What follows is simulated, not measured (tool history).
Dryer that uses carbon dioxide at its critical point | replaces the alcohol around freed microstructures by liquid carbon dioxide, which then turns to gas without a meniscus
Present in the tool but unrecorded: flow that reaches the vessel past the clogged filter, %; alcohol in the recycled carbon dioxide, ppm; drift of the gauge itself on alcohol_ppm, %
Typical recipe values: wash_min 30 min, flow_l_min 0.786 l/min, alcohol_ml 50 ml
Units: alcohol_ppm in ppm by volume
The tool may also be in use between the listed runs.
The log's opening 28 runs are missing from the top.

| run | day | wash_min | flow_l_min | alcohol_ml | hours of work since the filter was changed | hours of work since the purifier's bed was changed | alcohol_ppm |
|---|---|---|---|---|---|---|---|
| 29 | 9.033 | 26 | 0.498 | 104 | 226 | 322 | 2201 |
| 30 | 9.275 | 26 | 0.498 | 104 | 231 | 326 | 2205 |
| 31 | 9.667 | 30 | 1.12 | 50 | 237 | 333 | 169 |
| 32 | 10.108 | 30 | 1.12 | 50 | 245 | 340 | 170 |
| 33 | 10.4 | 47 | 0.976 | 77 | 250 | 345 | 153 |
| 34 | 10.754 | 21 | 0.911 | 50 | 256 | 351 | 418 |
| 35 | 10.954 | 21 | 0.911 | 50 | 259 | 354 | 418 |
| 36 | 11.217 | 21 | 0.911 | 50 | 263 | 359 | 416 |
| 37 | 11.412 | 21 | 0.911 | 50 | 267 | 362 | 409 |
| 38 | 11.779 | 30 | 0.786 | 25 | 273 | 368 | 216 |
| 39 | 12.096 | 30 | 0.623 | 105 | 278 | 374 | 835 |
| 40 | 12.417 | 30 | 1.288 | 21 | 284 | 379 | 176 |

Predict each of these 4 candidate next runs independently; none follows another, all start after run 40:
| A | 12.733 | 44 | 1.288 | 21 | 289 | 385 | ? |
| B | 12.733 | 44 | 0.786 | 54 | 289 | 385 | ? |
| C | 12.733 | 19 | 0.786 | 50 | 289 | 385 | ? |
| D | 12.733 | 30 | 0.948 | 21 | 289 | 385 | ? |

| run | alcohol_ppm |
|---|---|
| A | 170 |
| B | 179 |
| C | 805 |
| D | 186 |
Stripped of hidden state, with their random variation kept, the same runs would have yielded:
| run | alcohol_ppm |
|---|---|
| A | 4 |
| B | 16 |
| C | 554 |
| D | 15 |
